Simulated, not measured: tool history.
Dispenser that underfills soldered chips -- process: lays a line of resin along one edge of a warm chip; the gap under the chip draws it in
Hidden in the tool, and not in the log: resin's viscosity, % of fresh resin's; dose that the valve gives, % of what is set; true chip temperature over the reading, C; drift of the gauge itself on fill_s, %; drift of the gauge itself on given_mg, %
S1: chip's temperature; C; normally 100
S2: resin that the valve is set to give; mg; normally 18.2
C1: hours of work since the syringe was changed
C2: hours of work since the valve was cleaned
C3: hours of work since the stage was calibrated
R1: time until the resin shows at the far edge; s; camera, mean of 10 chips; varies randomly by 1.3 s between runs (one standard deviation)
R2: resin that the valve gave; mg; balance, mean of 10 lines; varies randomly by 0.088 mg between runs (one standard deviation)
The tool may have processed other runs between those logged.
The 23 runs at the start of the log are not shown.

run	hour	S1	S2	C1	C2	C3	R1	R2
24	140.4	114	17.2	4	86	224	99.6	16.22
# hour 142.9: new syringe of resin
25	145.7	106	19	2	89	227	114.7	17.88
# hour 151.8: new syringe of resin
26	154.6	106	19	2	94	232	114.6	17.88
27	158.8	94	18.7	4	96	235	179.1	17.62
# hour 160.7: new syringe of resin
28	164.6	100	21.4	2	100	238	138.7	20.13
# hour 169.6: new syringe of resin
29	169.6	100	21.4	0	103	241	127.8	20.13
30	175.4	106	19.8	3	106	244	120.3	18.41
# hour 178.7: new syringe of resin
31	181.9	106	19.8	2	110	248	116.9	18.46
# hour 187.8: new syringe of resin
32	188.5	100	21.6	0	114	252	128.1	20.01
# hour 196.7: new syringe of resin
33	197.5	101	19.1	0	119	257	127.4	17.73
34	202	93	17.7	3	122	260	180.1	16.31

5 options for the next run, each taken on its own from the tool as it stands now. Forecast them:
# hour 205.9: new syringe of resin
A	206.5	102	18.7	0	124	262	?	?
# hour 205.9: new syringe of resin
B	206.5	104	22.9	0	124	262	?	?
# hour 205.9: new syringe of resin
C	206.5	94	17.7	0	124	262	?	?
# hour 205.9: new syringe of resin
D	206.5	89	15.5	0	124	262	?	?
# hour 205.9: new syringe of resin
E	206.5	100	19.6	0	124	262	?	?

run	R1	R2
A	123	17.12
B	115	21.09
C	162.2	16.31
D	196.7	14.14
E	135.2	17.91
Without the tool's hidden state the same runs would have given:
run	R1	R2
A	116.3	18.62
B	109.7	22.94
C	152.6	17.74
D	182.7	15.38
E	128.2	19.49

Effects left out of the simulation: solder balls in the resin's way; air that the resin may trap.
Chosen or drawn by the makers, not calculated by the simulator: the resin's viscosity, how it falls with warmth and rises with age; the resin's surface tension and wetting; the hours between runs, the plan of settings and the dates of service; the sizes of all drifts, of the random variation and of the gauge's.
